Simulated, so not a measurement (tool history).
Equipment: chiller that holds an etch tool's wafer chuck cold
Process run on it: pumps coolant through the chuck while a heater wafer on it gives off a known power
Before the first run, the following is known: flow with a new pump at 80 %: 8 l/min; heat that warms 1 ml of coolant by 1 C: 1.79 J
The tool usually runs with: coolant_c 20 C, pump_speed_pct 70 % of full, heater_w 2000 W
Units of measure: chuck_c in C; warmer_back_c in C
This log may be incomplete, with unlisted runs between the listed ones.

| run | hour | coolant_c | pump_speed_pct | heater_w | chuck_c | warmer_back_c |
|---|---|---|---|---|---|---|
| 1 | 0 | 20 | 70 | 2000 | 38.2 | 10.92 |
| 2 | 82.2 | 20 | 70 | 2000 | 38.2 | 10.89 |
| 3 | 163.8 | 20 | 70 | 2000 | 38.1 | 10.89 |
| 4 | 303.2 | 20 | 70 | 2000 | 38.4 | 11 |
| 5 | 417.1 | 20 | 70 | 2000 | 38.3 | 11.02 |
| 6 | 507.1 | 20 | 80 | 2000 | 36.3 | 9.48 |
| 7 | 605.2 | 20 | 80 | 1275 | 30.2 | 6.04 |
| 8 | 682.5 | 20 | 80 | 1275 | 30.4 | 6.13 |
| 9 | 801.9 | 27 | 70 | 2000 | 45.6 | 11.06 |
| 10 | 934.3 | 27 | 70 | 2000 | 45.6 | 11.12 |
| 11 | 1072.1 | 27 | 70 | 2000 | 45.8 | 11.26 |
| 12 | 1181.8 | 20 | 99 | 2000 | 33.6 | 7.63 |
|  | 1238.4 | coolant pump overhauled |
| 13 | 1259 | 20 | 99 | 2000 | 33.6 | 7.78 |
| 14 | 1316.3 | 20 | 99 | 2000 | 33.9 | 7.75 |
| 15 | 1391 | 20 | 89 | 2649 | 40.2 | 11.69 |
| 16 | 1519.6 | 20 | 65 | 1650 | 36.9 | 10.33 |
| 17 | 1582.3 | 20 | 65 | 1650 | 36.5 | 10.22 |
|  | 1637.8 | coolant pump overhauled, once more |
| 18 | 1672.2 | 21 | 95 | 1650 | 31.2 | 5.69 |
| 19 | 1751.2 | 22 | 68 | 1931 | 38.5 | 9.75 |
| 20 | 1858.1 | 22 | 68 | 1931 | 38.7 | 9.73 |
| 21 | 1955.6 | 22 | 68 | 1931 | 38.6 | 9.75 |
| 22 | 2071.1 | 20 | 70 | 2000 | 36.6 | 9.79 |
| 23 | 2141.3 | 20 | 70 | 1014 | 28.2 | 5.03 |

Branching from run 23: 4 alternative next runs. What would each branch give?
| A | 2201.9 | 21 | 71 | 2522 | ? | ? |
| B | 2201.9 | 10 | 89 | 2171 | ? | ? |
| C | 2201.9 | 11 | 70 | 1014 | ? | ? |
| D | 2201.9 | 20 | 64 | 2392 | ? | ? |

| run | chuck_c | warmer_back_c |
|---|---|---|
| A | 42.2 | 12.28 |
| B | 24.8 | 8.2 |
| C | 19.3 | 5.05 |
| D | 42.1 | 13 |
Had the tool no hidden state, the same runs would have come out as:
| run | chuck_c | warmer_back_c |
|---|---|---|
| A | 41.1 | 12.13 |
| B | 24.2 | 8.1 |
| C | 19.3 | 4.99 |
| D | 40.9 | 12.84 |
